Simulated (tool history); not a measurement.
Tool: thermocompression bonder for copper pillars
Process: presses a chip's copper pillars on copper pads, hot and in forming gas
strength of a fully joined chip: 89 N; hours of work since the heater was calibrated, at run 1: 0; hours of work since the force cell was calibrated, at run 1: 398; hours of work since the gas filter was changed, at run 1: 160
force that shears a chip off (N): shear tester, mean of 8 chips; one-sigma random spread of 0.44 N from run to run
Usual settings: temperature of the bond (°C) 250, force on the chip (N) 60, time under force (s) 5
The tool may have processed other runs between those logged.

run	day	temperature of the bond (°C)	force on the chip (N)	time under force (s)	hours of work since the heater was calibrated	hours of work since the force cell was calibrated	hours of work since the gas filter was changed	force that shears a chip off (N)
1	0	250	60	5	0	398	160	36.5
# day 0.979: forming gas filter changed
2	1.725	250	60	5	29	427	13	37.1
3	3.721	250	57	5	63	461	47	36.9
4	4.725	250	57	5	80	478	64	35.4
5	6.688	250	57	5	114	512	97	35.8
6	8.454	224	60	5	144	542	128	28.8
7	10.162	224	60	5	173	571	157	28
# day 11.35: forming gas filter changed
8	11.967	224	60	3	204	602	11	23.2
9	14.008	250	60	12	238	637	45	51.6
10	16.167	250	60	5	275	673	82	37.4
11	18.154	250	60	5	309	707	116	38.2
12	19.079	250	60	5	325	723	132	38.6
13	20.779	250	60	5	354	752	161	37.8
# day 21.758: forming gas filter changed
14	22.1	250	60	5	376	774	6	38.9
15	24.3	250	60	5	414	812	43	38.9
16	26.233	250	61	5	447	845	76	39.8
# day 26.483: force cell calibrated
17	28.004	250	61	3	476	26	106	31.9
18	29.296	250	61	3	498	48	128	30.8
19	30.288	250	61	3	515	65	145	31.2
# day 32.154: forming gas filter changed
20	32.6	250	61	9	554	104	8	48.4
21	34.242	222	61	3	582	132	36	23.3
22	35.188	268	73	3	598	148	52	42.4
23	36.317	234	84	6	618	168	71	41.9
24	37.262	250	46	6	634	184	87	34.9
25	38.679	259	54	14	658	208	111	55.4
# day 40.312: heater calibrated with a thermocouple chip
26	40.312	280	38	6	0	234	138	39
27	41.404	245	62	12	19	253	156	46.8
# day 42.6: forming gas filter changed
28	43.704	245	62	12	58	292	19	48.3
29	45.45	242	62	12	87	322	49	47.7
30	47.433	264	51	7	121	356	83	43.3
31	48.433	239	60	5	138	373	100	32.9
32	49.442	251	60	5	156	390	117	37.1

Forecast run 33:
33	50.433	250	40	5	172	407	134	?

Run 33 yielded force that shears a chip off (N) 28.8.
Take away the tool's hidden state, keep the run-to-run variation as it was, and the same run would have given force that shears a chip off (N) 28.3.

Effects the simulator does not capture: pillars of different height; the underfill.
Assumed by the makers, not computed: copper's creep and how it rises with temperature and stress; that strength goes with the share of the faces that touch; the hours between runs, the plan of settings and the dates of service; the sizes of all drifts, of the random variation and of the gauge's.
